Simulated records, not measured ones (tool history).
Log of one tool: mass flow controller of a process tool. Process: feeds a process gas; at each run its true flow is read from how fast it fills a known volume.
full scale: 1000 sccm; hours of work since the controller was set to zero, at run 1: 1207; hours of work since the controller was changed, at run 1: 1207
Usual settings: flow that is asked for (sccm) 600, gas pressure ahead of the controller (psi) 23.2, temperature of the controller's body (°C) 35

run	day	flow that is asked for (sccm)	gas pressure ahead of the controller (psi)	temperature of the controller's body (°C)	hours of work since the controller was set to zero	hours of work since the controller was changed	true flow (%)
1	0	600	23.2	35	1207	1207	97.96
2	3.083	600	23.2	35	1246	1246	97.78
3	4.775	600	23.2	35	1267	1267	97.84
4	8.05	600	23.2	35	1309	1309	97.82
5	11.308	600	23.2	21	1350	1350	98.43
6	13.688	600	23.2	21	1380	1380	98.4
# day 13.979: controller's zero set anew
7	15.358	600	23.2	21	17	1401	98.14
8	18.546	600	23.2	21	58	1441	97.99
9	20.633	600	23.2	21	84	1467	98
10	23.525	140	39.2	27	120	1504	91.95
11	25.433	140	39.2	27	144	1528	91.84
# day 25.708: controller's zero set anew, once more
12	27.542	965	23.2	35	23	1554	99.24
13	29.771	600	33.8	25	51	1582	98.41
14	31.525	600	33.8	25	73	1604	98.45
15	35.038	246	38	23	118	1648	97.3
16	36.733	404	32.2	38	139	1670	97.19
17	39.104	568	27.7	25	169	1700	98.57

5 ways to go on from here, each from the tool as it stands after run 17. What would each give?
A	41.612	600	25.4	22	200	1731	?
B	41.612	568	36.5	25	200	1731	?
C	41.612	568	27.7	35	200	1731	?
D	41.612	482	39.3	29	200	1731	?
E	41.612	790	26.7	26	200	1731	?

run	true flow (%)
A	98.86
B	97.99
C	98.17
D	97.58
E	99.03
Without the tool's hidden state the same runs would have given:
run	true flow (%)
A	99.45
B	98.59
C	98.78
D	98.22
E	99.58
